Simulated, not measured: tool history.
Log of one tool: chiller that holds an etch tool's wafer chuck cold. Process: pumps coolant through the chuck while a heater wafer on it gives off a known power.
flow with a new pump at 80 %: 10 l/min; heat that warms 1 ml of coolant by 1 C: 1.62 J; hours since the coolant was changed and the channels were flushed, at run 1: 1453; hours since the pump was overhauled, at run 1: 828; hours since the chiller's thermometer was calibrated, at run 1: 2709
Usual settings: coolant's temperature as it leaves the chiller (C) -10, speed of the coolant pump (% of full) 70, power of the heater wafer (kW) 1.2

| run | hour | coolant's temperature as it leaves the chiller (C) | speed of the coolant pump (% of full) | power of the heater wafer (kW) | hours since the coolant was changed and the channels were flushed | hours since the pump was overhauled | hours since the chiller's thermometer was calibrated | chuck's temperature once it has settled (C) | how much warmer the coolant comes back (C) |
|---|---|---|---|---|---|---|---|---|---|
| 1 | 0 | -10 | 70 | 1.2 | 1453 | 828 | 2709 | 0.6 | 5.23 |
| 2 | 72.6 | -10 | 70 | 1.043 | 1526 | 900 | 2781 | -0.4 | 4.52 |
| 3 | 140.1 | -10 | 70 | 1.043 | 1593 | 968 | 2849 | -0.5 | 4.46 |
| 4 | 225.8 | -10 | 70 | 1.043 | 1679 | 1053 | 2935 | -0.5 | 4.51 |
| 5 | 291.7 | -10 | 70 | 1.2 | 1745 | 1119 | 3001 | 0.9 | 5.18 |
| 6 | 372.8 | -10 | 70 | 1.2 | 1826 | 1200 | 3082 | 0.8 | 5.21 |
| 7 | 441.3 | -10 | 70 | 1.2 | 1895 | 1269 | 3150 | 1 | 5.17 |
| 8 | 505 | -10 | 70 | 1.2 | 1958 | 1333 | 3214 | 1 | 5.22 |
|  | 606.2 | chiller's thermometer calibrated |
| 9 | 620.9 | -10 | 98 | 1.2 | 2073 | 1447 | 15 | -1.5 | 3.66 |
| 10 | 714.4 | -10 | 70 | 0.947 | 2167 | 1541 | 108 | -1.4 | 4.12 |
| 11 | 767.2 | -10 | 70 | 1.773 | 2220 | 1594 | 161 | 5.9 | 7.75 |
| 12 | 876.7 | -10 | 70 | 1 | 2329 | 1703 | 270 | -0.9 | 4.36 |
| 13 | 973 | -19 | 70 | 1.284 | 2425 | 1800 | 367 | -7.5 | 5.62 |
| 14 | 1037 | -4 | 70 | 1.249 | 2489 | 1864 | 431 | 7.4 | 5.44 |
| 15 | 1108.6 | -4 | 70 | 1.249 | 2561 | 1935 | 502 | 7.4 | 5.42 |
| 16 | 1187.7 | -4 | 70 | 1.249 | 2640 | 2014 | 581 | 7.6 | 5.5 |
| 17 | 1295.5 | -18 | 70 | 1.249 | 2748 | 2122 | 689 | -6.4 | 5.47 |
| 18 | 1386.8 | -18 | 70 | 1.249 | 2839 | 2213 | 781 | -6.4 | 5.4 |
| 19 | 1483.3 | -15 | 77 | 1.643 | 2936 | 2310 | 877 | -0.7 | 6.45 |
| 20 | 1560.3 | -15 | 77 | 1.643 | 3013 | 2387 | 954 | -0.7 | 6.52 |
| 21 | 1630.5 | -8 | 86 | 1.643 | 3083 | 2457 | 1024 | 5.3 | 5.82 |
| 22 | 1741.8 | -12 | 86 | 1.075 | 3194 | 2568 | 1136 | -3 | 3.75 |
| 23 | 1826 | -9 | 70 | 1.2 | 3278 | 2653 | 1220 | 2.3 | 5.26 |
| 24 | 1930.5 | -4 | 70 | 0.683 | 3383 | 2757 | 1324 | 2.6 | 2.95 |

Forecast each of these 4 alternatives for the next run:
| A | 1987.6 | -14 | 85 | 1.083 | 3440 | 2814 | 1381 | ? | ? |
| B | 1987.6 | -6 | 65 | 0.813 | 3440 | 2814 | 1381 | ? | ? |
| C | 1987.6 | -10 | 70 | 1.571 | 3440 | 2814 | 1381 | ? | ? |
| D | 1987.6 | -15 | 70 | 1.2 | 3440 | 2814 | 1381 | ? | ? |

| run | chuck's temperature once it has settled (C) | how much warmer the coolant comes back (C) |
|---|---|---|
| A | -5.1 | 3.89 |
| B | 2.2 | 3.93 |
| C | 5 | 6.95 |
| D | -3.5 | 5.31 |
Without the tool's hidden state the same runs would have given:
| run | chuck's temperature once it has settled (C) | how much warmer the coolant comes back (C) |
|---|---|---|
| A | -6 | 3.79 |
| B | 1.4 | 3.83 |
| C | 3.6 | 6.77 |
| D | -4.6 | 5.17 |
